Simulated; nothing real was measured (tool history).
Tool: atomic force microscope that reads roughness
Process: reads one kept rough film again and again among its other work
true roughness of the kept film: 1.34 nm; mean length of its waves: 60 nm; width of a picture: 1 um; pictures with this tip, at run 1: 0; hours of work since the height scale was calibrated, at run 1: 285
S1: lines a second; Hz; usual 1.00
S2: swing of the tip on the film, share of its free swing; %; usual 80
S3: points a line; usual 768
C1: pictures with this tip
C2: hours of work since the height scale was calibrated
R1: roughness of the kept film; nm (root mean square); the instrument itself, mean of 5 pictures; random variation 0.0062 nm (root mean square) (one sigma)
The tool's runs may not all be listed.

run   hour    S1  S2   S3   C1   C2     R1
  1    0.0  1.00  80  768    0  285  1.195
  2   21.9  1.86  80  768   44  298  1.094
  3   42.7  1.00  66  768   85  310  1.260
  4   64.5  1.00  80  768  129  322  1.203
  5   92.0  1.00  80  768  184  338  1.192
  6  112.2  1.00  80  648  225  350  1.198
  7  134.3  1.00  80  648  269  362  1.197
  8  159.6  1.00  80  648  320  377  1.190
     176.5  -- new tip fitted
  9  178.0  1.00  80  275    2  387  1.194
 10  197.4  1.00  80  275   41  398  1.182
 11  211.9  1.00  80  275   70  407  1.189
 12  227.2  0.54  80  768  101  415  1.247
 13  239.9  0.54  80  768  127  423  1.256
 14  254.0  0.54  80  768  155  431  1.252
 15  267.4  0.54  80  768  182  438  1.243
 16  290.5  0.54  80  768  228  452  1.246
 17  315.6  0.54  80  768  278  466  1.242
 18  339.5  1.00  63  768  326  480  1.272
     352.9  -- new tip fitted
 19  358.4  1.00  63  768   11  490  1.273
 20  375.3  1.00  55  768   45  500  1.291
 21  397.4  1.00  55  768   89  513  1.280
 22  418.6  1.00  55  768  132  525  1.288
 23  433.6  1.00  74  768  162  534  1.228
 24  451.9  3.65  80  768  198  544  0.950
 25  463.2  0.99  80  768  221  551  1.192
 26  488.5  0.99  86  768  272  565  1.156
 27  507.8  0.99  86  768  311  576  1.167
 28  521.9  0.56  80  939  339  584  1.240
     529.6  -- new tip fitted
 29  542.4  1.58  80  939   26  596  1.128
 30  560.0  1.58  80  939   61  606  1.131
 31  580.3  2.72  68  850  102  617  1.149
 32  593.4  2.72  70  494  128  625  1.132
 33  617.5  0.91  70  494  176  639  1.256
 34  643.4  1.00  58  768  228  654  1.282
 35  662.8  1.00  70  768  267  665  1.250
 36  676.6  3.83  55  868  295  673  1.208
 37  689.7  3.83  55  868  321  680  1.208
     704.6  -- new tip fitted
 38  708.9  2.80  80  444    9  691  1.013
 39  723.4  1.79  67  373   38  699  1.212
 40  742.6  2.24  80  645   76  710  1.056
 41  769.9  2.24  80  645  131  726  1.058
 42  797.7  1.49  88  680  187  742  1.062
 43  819.3  0.66  74  625  230  754  1.260
 44  833.2  1.00  69  448  258  762  1.254
 45  855.2  1.00  80  479  302  775  1.199
     879.6  -- new tip fitted
 46  880.1  1.50  75  559    1  789  1.177
 47  897.2  3.34  68  756   35  799  1.117
 48  917.9  3.34  79  756   76  811  0.984

Hidden state at the last listed run before each entry between runs and at the first one after, where it differs:
Between runs 8 and 9: new tip fitted (hour 176.5)
  radius of the tip, nm: 9.2 -> 7
Between runs 18 and 19: new tip fitted (hour 352.9)
  radius of the tip, nm: 9.2 -> 7.1
Between runs 28 and 29: new tip fitted (hour 529.6)
  radius of the tip, nm: 9.3 -> 7.2
Between runs 37 and 38: new tip fitted (hour 704.6)
  radius of the tip, nm: 9.2 -> 7.1
Between runs 45 and 46: new tip fitted (hour 879.6)
  radius of the tip, nm: 9 -> 7.1
